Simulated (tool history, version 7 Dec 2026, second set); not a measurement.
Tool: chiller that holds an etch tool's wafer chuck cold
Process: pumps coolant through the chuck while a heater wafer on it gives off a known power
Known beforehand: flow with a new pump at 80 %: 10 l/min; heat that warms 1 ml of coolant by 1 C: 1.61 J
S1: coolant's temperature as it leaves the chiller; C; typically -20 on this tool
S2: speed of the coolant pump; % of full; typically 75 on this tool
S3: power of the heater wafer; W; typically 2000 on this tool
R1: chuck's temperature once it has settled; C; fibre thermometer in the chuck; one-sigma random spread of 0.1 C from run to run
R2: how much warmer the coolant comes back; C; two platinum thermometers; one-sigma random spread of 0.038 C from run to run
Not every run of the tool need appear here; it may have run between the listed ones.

{"run": 1, "day": 0.0, "S1": -20, "S2": 75, "S3": 2000, "R1": 7.2, "R2": 8.02}
{"run": 2, "day": 1.696, "S1": -20, "S2": 75, "S3": 2000, "R1": 7, "R2": 7.99}
{"run": 3, "day": 4.6, "S1": -20, "S2": 79, "S3": 2000, "R1": 5.9, "R2": 7.52}
{"run": 4, "day": 6.983, "S1": -20, "S2": 75, "S3": 2000, "R1": 7.1, "R2": 7.99}
{"run": 5, "day": 8.521, "S1": -20, "S2": 75, "S3": 2000, "R1": 7.1, "R2": 7.96}
{"run": 6, "day": 11.625, "S1": -20, "S2": 75, "S3": 2000, "R1": 7, "R2": 7.97}
{"run": 7, "day": 14.879, "S1": -20, "S2": 75, "S3": 2000, "R1": 7, "R2": 7.93}
{"run": 8, "day": 18.1, "S1": -20, "S2": 75, "S3": 1910, "R1": 5.9, "R2": 7.55}
{"run": 9, "day": 19.825, "S1": -20, "S2": 75, "S3": 2000, "R1": 7.2, "R2": 7.94}
{"run": 10, "day": 22.05, "S1": -20, "S2": 94, "S3": 2000, "R1": 2.7, "R2": 6.24}
{"run": 11, "day": 23.65, "S1": -20, "S2": 94, "S3": 2000, "R1": 2.5, "R2": 6.25}
{"run": 12, "day": 25.525, "S1": -20, "S2": 94, "S3": 1916, "R1": 1.9, "R2": 6.01}
{"run": 13, "day": 27.192, "S1": -20, "S2": 75, "S3": 2000, "R1": 7, "R2": 7.87}
{"run": 14, "day": 30.642, "S1": -20, "S2": 75, "S3": 2000, "R1": 7, "R2": 7.99}
{"run": 15, "day": 32.329, "S1": -20, "S2": 91, "S3": 2000, "R1": 3.3, "R2": 6.41}
{"run": 16, "day": 34.096, "S1": -20, "S2": 91, "S3": 2000, "R1": 3.3, "R2": 6.4}
{"run": 17, "day": 36.304, "S1": -20, "S2": 91, "S3": 2000, "R1": 3.4, "R2": 6.41}
{"run": 18, "day": 38.412, "S1": -20, "S2": 91, "S3": 2000, "R1": 3.3, "R2": 6.4}
{"run": 19, "day": 41.617, "S1": -20, "S2": 91, "S3": 2000, "R1": 3.5, "R2": 6.37}
{"run": 20, "day": 44.004, "S1": -26, "S2": 90, "S3": 2642, "R1": 5, "R2": 8.55}
{"run": 21, "day": 46.508, "S1": -29, "S2": 97, "S3": 1764, "R1": -9.3, "R2": 5.3}
{"day": 47.0, "done": "coolant changed, channels flushed"}
{"day": 47.688, "done": "chiller's thermometer calibrated"}
{"run": 22, "day": 49.388, "S1": -29, "S2": 97, "S3": 2260, "R1": -3.9, "R2": 6.78}
{"run": 23, "day": 52.971, "S1": -14, "S2": 75, "S3": 1574, "R1": 7.4, "R2": 6.12}
{"run": 24, "day": 54.596, "S1": -14, "S2": 68, "S3": 1574, "R1": 9, "R2": 6.82}
{"run": 25, "day": 56.908, "S1": -25, "S2": 66, "S3": 1031, "R1": -9.6, "R2": 4.64}
{"run": 26, "day": 60.142, "S1": -14, "S2": 65, "S3": 2247, "R1": 20.1, "R2": 10.31}
{"run": 27, "day": 62.112, "S1": -14, "S2": 65, "S3": 2247, "R1": 20.1, "R2": 10.23}
{"run": 28, "day": 64.275, "S1": -15, "S2": 75, "S3": 2000, "R1": 12.2, "R2": 7.85}
{"run": 29, "day": 67.583, "S1": -13, "S2": 75, "S3": 1116, "R1": 2.1, "R2": 4.28}
{"run": 30, "day": 70.692, "S1": -20, "S2": 77, "S3": 1296, "R1": -2.8, "R2": 4.89}
{"run": 31, "day": 72.171, "S1": -15, "S2": 100, "S3": 1809, "R1": 4.6, "R2": 5.17}
{"run": 32, "day": 75.283, "S1": -15, "S2": 100, "S3": 1809, "R1": 4.6, "R2": 5.21}

Branching from run 32: 4 alternative next runs. What would each branch give?
{"run": "A", "day": 78.417, "S1": -17, "S2": 66, "S3": 1123, "R1": "?", "R2": "?"}
{"run": "B", "day": 78.417, "S1": -14, "S2": 95, "S3": 1527, "R1": "?", "R2": "?"}
{"run": "C", "day": 78.417, "S1": -15, "S2": 93, "S3": 2269, "R1": "?", "R2": "?"}
{"run": "D", "day": 78.417, "S1": -25, "S2": 96, "S3": 1386, "R1": "?", "R2": "?"}

run=A R1=-0.3 R2=4.93
run=B R1=3.1 R2=4.56
run=C R1=10.9 R2=6.94
run=D R1=-9.6 R2=4.1
Without the tool's unlogged condition, the same runs would have read:
run=A R1=-0.3 R2=5.13
run=B R1=3.1 R2=4.75
run=C R1=10.9 R2=7.14
run=D R1=-9.6 R2=4.3
